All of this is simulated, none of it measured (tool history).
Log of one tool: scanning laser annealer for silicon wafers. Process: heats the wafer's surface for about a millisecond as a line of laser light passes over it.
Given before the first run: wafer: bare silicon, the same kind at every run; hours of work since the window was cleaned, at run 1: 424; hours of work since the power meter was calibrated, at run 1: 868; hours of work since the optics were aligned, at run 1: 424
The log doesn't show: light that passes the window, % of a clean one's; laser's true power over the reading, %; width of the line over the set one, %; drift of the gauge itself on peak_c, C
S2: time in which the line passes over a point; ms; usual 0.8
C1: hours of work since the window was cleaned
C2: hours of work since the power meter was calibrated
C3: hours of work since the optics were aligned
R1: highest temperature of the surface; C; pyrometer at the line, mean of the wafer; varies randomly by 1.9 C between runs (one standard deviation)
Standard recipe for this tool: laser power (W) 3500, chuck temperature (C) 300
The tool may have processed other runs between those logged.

{"run": 1, "day": 0.0, "laser power (W)": 3500, "S2": 0.8, "chuck temperature (C)": 300, "C1": 424, "C2": 868, "C3": 424, "R1": 1096}
{"day": 0.85, "done": "window over the wafer cleaned"}
{"run": 2, "day": 3.262, "laser power (W)": 3500, "S2": 0.8, "chuck temperature (C)": 300, "C1": 44, "C2": 926, "C3": 483, "R1": 1130}
{"run": 3, "day": 5.121, "laser power (W)": 3500, "S2": 0.8, "chuck temperature (C)": 300, "C1": 79, "C2": 961, "C3": 517, "R1": 1124}
{"run": 4, "day": 8.167, "laser power (W)": 3500, "S2": 0.8, "chuck temperature (C)": 300, "C1": 135, "C2": 1017, "C3": 573, "R1": 1120}
{"run": 5, "day": 9.729, "laser power (W)": 3500, "S2": 0.8, "chuck temperature (C)": 300, "C1": 163, "C2": 1045, "C3": 602, "R1": 1118}
{"run": 6, "day": 12.554, "laser power (W)": 3500, "S2": 0.8, "chuck temperature (C)": 300, "C1": 215, "C2": 1097, "C3": 654, "R1": 1112}
{"run": 7, "day": 14.462, "laser power (W)": 3500, "S2": 0.8, "chuck temperature (C)": 333, "C1": 251, "C2": 1132, "C3": 689, "R1": 1141}
{"run": 8, "day": 17.0, "laser power (W)": 3500, "S2": 0.8, "chuck temperature (C)": 333, "C1": 297, "C2": 1179, "C3": 735, "R1": 1141}
{"run": 9, "day": 19.871, "laser power (W)": 3500, "S2": 0.8, "chuck temperature (C)": 300, "C1": 350, "C2": 1232, "C3": 788, "R1": 1099}
{"run": 10, "day": 22.379, "laser power (W)": 3500, "S2": 0.8, "chuck temperature (C)": 300, "C1": 396, "C2": 1278, "C3": 834, "R1": 1097}
{"run": 11, "day": 24.338, "laser power (W)": 3500, "S2": 0.8, "chuck temperature (C)": 300, "C1": 432, "C2": 1314, "C3": 870, "R1": 1095}
{"day": 24.638, "done": "window over the wafer cleaned"}
{"run": 12, "day": 27.462, "laser power (W)": 3500, "S2": 0.8, "chuck temperature (C)": 300, "C1": 52, "C2": 1370, "C3": 926, "R1": 1129}
{"run": 13, "day": 30.262, "laser power (W)": 3500, "S2": 0.8, "chuck temperature (C)": 339, "C1": 104, "C2": 1422, "C3": 978, "R1": 1163}
{"run": 14, "day": 32.279, "laser power (W)": 3500, "S2": 0.8, "chuck temperature (C)": 339, "C1": 141, "C2": 1459, "C3": 1015, "R1": 1163}
{"run": 15, "day": 34.858, "laser power (W)": 3500, "S2": 0.8, "chuck temperature (C)": 300, "C1": 188, "C2": 1506, "C3": 1062, "R1": 1115}
{"run": 16, "day": 36.333, "laser power (W)": 3500, "S2": 0.8, "chuck temperature (C)": 300, "C1": 215, "C2": 1533, "C3": 1090, "R1": 1115}

For run 17, what comes out?
{"run": 17, "day": 38.054, "laser power (W)": 3500, "S2": 0.724, "chuck temperature (C)": 300, "C1": 247, "C2": 1565, "C3": 1121, "R1": "?"}

For run 17 the tool returned R1 1078 C.
Take away the tool's hidden state, keep the run-to-run variation as it was, and the same run would have given R1 1101 C.
